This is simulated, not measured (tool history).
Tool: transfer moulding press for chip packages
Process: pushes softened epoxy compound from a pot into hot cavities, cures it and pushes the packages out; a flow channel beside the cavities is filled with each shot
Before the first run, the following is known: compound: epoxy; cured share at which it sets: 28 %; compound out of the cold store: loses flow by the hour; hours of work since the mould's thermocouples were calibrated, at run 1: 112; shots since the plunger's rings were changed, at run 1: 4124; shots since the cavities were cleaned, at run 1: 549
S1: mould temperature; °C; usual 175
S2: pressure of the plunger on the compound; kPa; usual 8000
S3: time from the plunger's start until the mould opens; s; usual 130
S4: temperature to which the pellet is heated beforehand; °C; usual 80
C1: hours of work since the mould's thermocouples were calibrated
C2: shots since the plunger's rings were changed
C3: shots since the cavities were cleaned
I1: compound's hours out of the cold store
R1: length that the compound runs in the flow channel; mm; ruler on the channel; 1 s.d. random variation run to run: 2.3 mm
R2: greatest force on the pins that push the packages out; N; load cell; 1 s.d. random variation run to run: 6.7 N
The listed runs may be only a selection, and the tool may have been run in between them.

run	hour	S1	S2	S3	S4	C1	C2	C3	I1	R1	R2
1	0	175	8000	130	80	112	4124	549	23.2	691	426
2	8	175	8000	130	80	117	4193	618	26.8	678	443
3	16.2	172	8000	130	80	122	4264	689	27.3	685	486
# hour 21: cavities cleaned with cleaning compound and waxed
# hour 27.8: plunger's sealing rings changed
4	30.6	172	8000	130	80	129	24	62	14.9	783	345
5	38.1	172	8000	130	80	134	89	127	43.4	674	343
6	46.8	172	8000	130	80	139	163	201	38.8	688	375
7	53.6	175	8000	130	80	143	222	260	34.2	695	354
8	62.9	175	8000	123	80	149	302	340	41.6	666	412
9	68.1	177	8000	123	80	153	347	385	15.6	762	393
10	73.9	181	8000	123	80	156	397	435	28	694	389
11	80.8	181	9040	123	80	161	457	495	39.9	696	390
12	90.4	175	8000	130	80	167	539	577	25.5	724	402
13	100.6	175	8000	130	80	174	628	666	39	672	425
# hour 108.6: cavities cleaned with cleaning compound and waxed
14	109.3	175	8000	130	80	178	689	6	29.3	706	279
15	116	175	8000	130	80	182	747	64	15	761	308
16	123.5	175	8000	130	76	187	812	129	27.2	711	321
17	132.4	175	8000	130	76	193	889	206	16.5	761	374
18	139	175	8000	130	88	197	946	263	37.8	674	366
19	147.4	175	6770	130	80	203	1018	335	27	660	376
20	154.9	175	6770	130	80	207	1083	400	38.6	613	395
21	162.5	169	6830	160	70	212	1148	465	33.3	653	396
22	167.9	175	8130	163	80	216	1195	512	26.3	719	385
23	174.9	170	8130	144	74	220	1256	573	36	698	450
24	180.7	179	8000	130	80	224	1305	622	9.1	769	396
25	185.4	178	8000	130	80	227	1346	663	32.4	677	410
26	191	175	8000	160	86	230	1394	711	43.7	650	389
# hour 193.8: cavities cleaned with cleaning compound and waxed
27	198	175	6590	122	72	234	1441	36	32.4	627	315
28	205.5	175	6590	122	72	239	1507	102	36.8	610	339
29	214.2	175	6590	122	72	244	1581	176	9	703	377

Forecast each of these 4 alternatives for the next run:
A	219.7	167	6930	150	72	248	1629	224	43.2	?	?
B	219.7	175	8000	130	80	248	1629	224	38.2	?	?
C	219.7	175	8000	142	80	248	1629	224	32.1	?	?
D	219.7	175	8000	168	80	248	1629	224	37.8	?	?

run	R1	R2
A	624	422
B	663	350
C	683	344
D	668	325
Without the tool's hidden state the same runs would have given:
run	R1	R2
A	644	330
B	684	270
C	704	267
D	689	251

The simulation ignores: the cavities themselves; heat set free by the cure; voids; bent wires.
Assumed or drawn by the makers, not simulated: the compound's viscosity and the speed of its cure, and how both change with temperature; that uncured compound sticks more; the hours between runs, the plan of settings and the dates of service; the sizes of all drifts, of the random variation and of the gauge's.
